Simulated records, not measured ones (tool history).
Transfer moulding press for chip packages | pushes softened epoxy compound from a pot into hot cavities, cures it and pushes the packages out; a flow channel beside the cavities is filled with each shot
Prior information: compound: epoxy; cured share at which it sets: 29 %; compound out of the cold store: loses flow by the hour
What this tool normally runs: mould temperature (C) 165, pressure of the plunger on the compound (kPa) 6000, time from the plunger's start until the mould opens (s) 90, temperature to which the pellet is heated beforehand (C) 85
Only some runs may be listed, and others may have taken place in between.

run   hour  mould temperature (C)  pressure of the plunger on the compound (kPa)  time from the plunger's start until the mould opens (s)  temperature to which the pellet is heated beforehand (C)  incoming compound's hours out of the cold store  length that the compound runs in the flow channel (mm)  greatest force on the pins that push the packages out (N)
  1    0.0                    165                                           6000                                                       90                                                        85                                             46.1                                                     532                                                        420
  2   25.1                    165                                           6000                                                       90                                                        85                                             27.3                                                     566                                                        469
      28.2  -- cavities cleaned with cleaning compound and waxed
  3   56.7                    165                                           6000                                                       90                                                        85                                             28.3                                                     565                                                        411
  4   76.9                    165                                           6000                                                       90                                                        85                                             14.6                                                     589                                                        468
      87.0  -- cavities cleaned with cleaning compound and waxed
  5   95.2                    165                                           6000                                                       90                                                        85                                             28.6                                                     566                                                        318
  6  114.4                    165                                           6000                                                       90                                                        85                                             37.0                                                     549                                                        413
  7  142.2                    165                                           6000                                                       90                                                        85                                             19.9                                                     576                                                        463
     145.1  -- cavities cleaned with cleaning compound and waxed
  8  165.5                    172                                           6000                                                       90                                                        85                                             32.6                                                     541                                                        305
  9  188.9                    172                                           6000                                                       90                                                        85                                             42.6                                                     520                                                        355
     205.2  -- cavities cleaned with cleaning compound and waxed
 10  220.4                    172                                           6000                                                       90                                                        85                                             10.3                                                     582                                                        297
 11  246.3                    159                                           6000                                                       83                                                        81                                             20.5                                                     576                                                        793
     263.6  -- cavities cleaned with cleaning compound and waxed
 12  266.9                    170                                           6000                                                      128                                                        81                                             34.0                                                     534                                                        238
 13  285.2                    158                                           4790                                                      128                                                        85                                             12.0                                                     529                                                        350
 14  307.6                    166                                           5700                                                      126                                                        86                                             27.3                                                     538                                                        342
     323.6  -- cavities cleaned with cleaning compound and waxed
 15  339.3                    166                                           5990                                                       70                                                        83                                             17.8                                                     566                                                        574
 16  367.3                    165                                           6000                                                       82                                                        85                                             39.6                                                     523                                                        484
     383.4  -- cavities cleaned with cleaning compound and waxed
     391.8  -- mould's thermocouples calibrated
 17  395.8                    165                                           6000                                                       90                                                        79                                             38.3                                                     531                                                        339
 18  415.8                    168                                           6000                                                       90                                                        89                                             39.0                                                     521                                                        363
 19  433.1                    168                                           6000                                                       90                                                        89                                             28.7                                                     537                                                        399

4 ways to go on from here, each from the tool as it stands after run 19. What would each give?
     444.6  -- cavities cleaned with cleaning compound and waxed
     455.8  -- plunger's sealing rings changed
  A  462.8                    165                                           6000                                                       90                                                        90                                             30.3                                                       ?                                                          ?
     444.6  -- cavities cleaned with cleaning compound and waxed
     455.8  -- plunger's sealing rings changed
  B  462.8                    171                                           4620                                                       90                                                        85                                             33.2                                                       ?                                                          ?
     444.6  -- cavities cleaned with cleaning compound and waxed
     455.8  -- plunger's sealing rings changed
  C  462.8                    170                                           6000                                                      118                                                        90                                             13.5                                                       ?                                                          ?
     444.6  -- cavities cleaned with cleaning compound and waxed
     455.8  -- plunger's sealing rings changed
  D  462.8                    171                                           6870                                                       90                                                        85                                             20.8                                                       ?                                                          ?

run  length that the compound runs in the flow channel (mm)  greatest force on the pins that push the packages out (N)
  A                                                     568                                                        366
  B                                                     487                                                        307
  C                                                     588                                                        293
  D                                                     619                                                        296
The same runs, with their run-to-run variation unchanged, on a tool lacking any hidden condition would have given:
run  length that the compound runs in the flow channel (mm)  greatest force on the pins that push the packages out (N)
  A                                                     570                                                        294
  B                                                     489                                                        245
  C                                                     590                                                        230
  D                                                     621                                                        234

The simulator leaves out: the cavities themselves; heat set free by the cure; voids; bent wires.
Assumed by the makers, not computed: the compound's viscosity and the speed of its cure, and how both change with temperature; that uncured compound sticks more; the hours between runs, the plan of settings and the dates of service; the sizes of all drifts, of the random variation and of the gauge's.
